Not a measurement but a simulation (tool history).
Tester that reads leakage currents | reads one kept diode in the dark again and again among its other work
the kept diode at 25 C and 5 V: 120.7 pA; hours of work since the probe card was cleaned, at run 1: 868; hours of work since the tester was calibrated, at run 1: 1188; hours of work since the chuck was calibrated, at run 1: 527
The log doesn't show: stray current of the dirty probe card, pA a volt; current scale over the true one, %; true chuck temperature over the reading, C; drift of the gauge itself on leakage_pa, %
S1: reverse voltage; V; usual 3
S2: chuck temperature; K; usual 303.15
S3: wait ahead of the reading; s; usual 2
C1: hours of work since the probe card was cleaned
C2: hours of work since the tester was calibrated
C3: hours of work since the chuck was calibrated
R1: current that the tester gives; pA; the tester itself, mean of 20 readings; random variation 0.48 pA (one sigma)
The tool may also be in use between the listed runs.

run	day	S1	S2	S3	C1	C2	C3	R1
1	0	3	303.15	2	868	1188	527	160.78
2	8.408	3	303.15	9.48	1012	1333	672	159.41
3	19.221	3	303.15	9.48	1198	1519	858	160.55
# day 24.504: probe card cleaned and baked
4	29.783	3	303.15	9.48	91	1699	1038	160.84
5	37.946	3	303.15	9.48	231	1839	1178	160.15
# day 45.85: chuck's temperature calibrated
6	46.75	3	303.15	9.48	381	1989	15	160.33
# day 53.883: tester calibrated
7	54.3	3	303.15	9.48	510	7	144	160.55
8	61.108	3	308.15	9.48	627	124	261	248.08
9	68.2	3	294.15	2	749	246	383	71.01
10	74.133	2.09	303.15	2	851	348	485	142.49
11	81.383	2.09	303.15	2	976	473	610	141.96
12	89.608	1.12	303.15	2	1117	615	751	116.48
13	97.183	1.12	303.15	2	1247	745	882	116.73
# day 99.467: probe card cleaned and baked
14	105.638	1.84	303.15	2	106	888	1025	137.03
15	116.25	3	303.15	2	289	1071	1208	160.06
# day 121.808: chuck's temperature calibrated
16	127.421	3	303.15	2	479	1262	97	160.31
17	138.517	3	303.15	2	670	1452	287	160.41
18	143.529	11.83	294.15	0.4	757	1539	374	113.3
19	154.508	1.33	328.15	1.49	946	1728	563	944.03
20	161.271	19.98	328.15	9.86	1062	1844	679	2263.44
21	168.808	6.78	328.15	6.48	1191	1974	809	1593.91
# day 174.425: probe card cleaned and baked
# day 177.279: tester calibrated
22	177.279	6.78	328.15	6.48	48	0	951	1595.82
23	181.792	1.04	299.15	0.5	125	78	1028	79.62
24	187.238	1.04	299.15	0.5	219	171	1122	79.96
# day 197.633: chuck's temperature calibrated
25	198.425	1.04	299.15	0.5	410	362	14	79.7
26	208.512	3	330.15	2	584	536	187	1429.01
27	219.554	3	330.15	1.47	774	726	377	1427.71
28	224.85	1.19	303.15	2	865	817	468	119.34
29	233.333	6.8	298.15	2	1011	963	614	133.68
30	238.062	6.8	298.15	2	1092	1044	696	133.84
31	244.175	6.8	298.15	2	1197	1149	801	134.39

The same runs without the tool's hidden state, with the same run-to-run variation:
run	R1
1	160.91
2	159.58
3	160.78
4	161.24
5	160.59
6	160.39
7	160.58
8	248.21
9	71.02
10	142.62
11	142.13
12	116.66
13	116.95
14	137.37
15	160.51
16	160.35
17	160.5
18	113.18
19	945.26
20	2266.39
21	1596.6
22	1598.58
23	79.8
24	80.15
25	79.69
26	1429.49
27	1428.67
28	119.43
29	133.67
30	133.83
31	134.4
